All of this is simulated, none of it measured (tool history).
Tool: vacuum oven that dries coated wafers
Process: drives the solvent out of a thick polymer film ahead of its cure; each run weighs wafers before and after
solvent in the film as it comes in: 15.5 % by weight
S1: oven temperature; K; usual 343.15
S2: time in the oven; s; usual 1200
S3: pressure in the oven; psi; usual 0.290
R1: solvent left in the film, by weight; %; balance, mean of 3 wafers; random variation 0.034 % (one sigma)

run,hour,S1,S2,S3,R1
1,0.0,343.15,1200,0.290,4.09
2,25.5,343.15,1200,0.290,4.05
3,47.5,343.15,1200,0.290,4.04
4,85.4,343.15,1200,0.290,4.09
5,129.3,343.15,1200,0.773,7.39
6,149.1,343.15,1200,0.290,4.09
7,187.7,343.15,1200,0.290,4.06
8,218.0,343.15,1200,0.184,3.30
9,236.5,343.15,2160,0.184,1.98
10,270.2,343.15,2160,0.184,2.05
11,315.1,343.15,2160,0.184,2.03
12,350.4,343.15,2160,0.184,2.07
13,380.0,343.15,2160,0.184,2.07
14,417.1,343.15,1680,0.290,3.25
15,441.7,343.15,1680,0.290,3.27
16,484.8,343.15,1680,0.290,3.28
17,516.8,343.15,1680,0.290,3.32
18,560.1,343.15,1200,0.290,4.10
19,591.0,343.15,1200,0.290,4.12
20,615.2,343.15,1200,0.290,4.05
21,640.2,343.15,1200,0.290,4.06
# hour 646.3: oven's thermocouples calibrated
22,662.3,343.15,1200,0.300,4.11
23,702.8,343.15,1800,0.290,3.16
24,743.8,343.15,1800,0.290,3.09
25,764.3,343.15,1800,0.290,3.16
26,784.9,346.15,1140,0.442,4.46
27,815.4,337.15,900,0.438,7.58
28,838.1,351.15,660,1.044,7.59
# hour 868.7: oven's thermocouples calibrated, once more
29,870.0,355.15,1020,0.178,1.79
30,909.9,355.15,1020,0.178,1.81
31,932.1,346.15,1140,0.239,3.33
32,957.6,346.15,1140,0.239,3.29
33,984.4,328.15,600,0.186,9.63
34,1007.1,332.15,1200,0.303,7.29
35,1045.3,332.15,1200,0.303,7.33
36,1073.8,336.15,1200,0.290,6.02
37,1108.1,336.15,1200,0.290,6.00
38,1135.9,347.15,1200,0.293,3.36
39,1164.0,343.15,1980,0.403,3.95
40,1191.1,343.15,1980,0.403,3.95
41,1211.2,343.15,1320,0.290,3.83
42,1244.9,337.15,600,0.161,7.35
43,1283.3,358.15,660,0.444,3.48
44,1305.5,358.15,660,0.444,3.53
45,1330.6,343.15,1200,0.719,7.11
46,1374.9,343.15,1200,0.719,7.04

Forecast each of these 4 alternatives for the next run:
A,1413.7,334.15,1200,0.290,?
B,1413.7,348.15,1440,0.719,?
C,1413.7,343.15,660,0.719,?
D,1413.7,357.15,1020,0.360,?

run,R1
A,6.52
B,5.27
C,8.52
D,2.42
Without the tool's hidden state the same runs would have given:
run,R1
A,6.06
B,4.99
C,8.32
D,2.19

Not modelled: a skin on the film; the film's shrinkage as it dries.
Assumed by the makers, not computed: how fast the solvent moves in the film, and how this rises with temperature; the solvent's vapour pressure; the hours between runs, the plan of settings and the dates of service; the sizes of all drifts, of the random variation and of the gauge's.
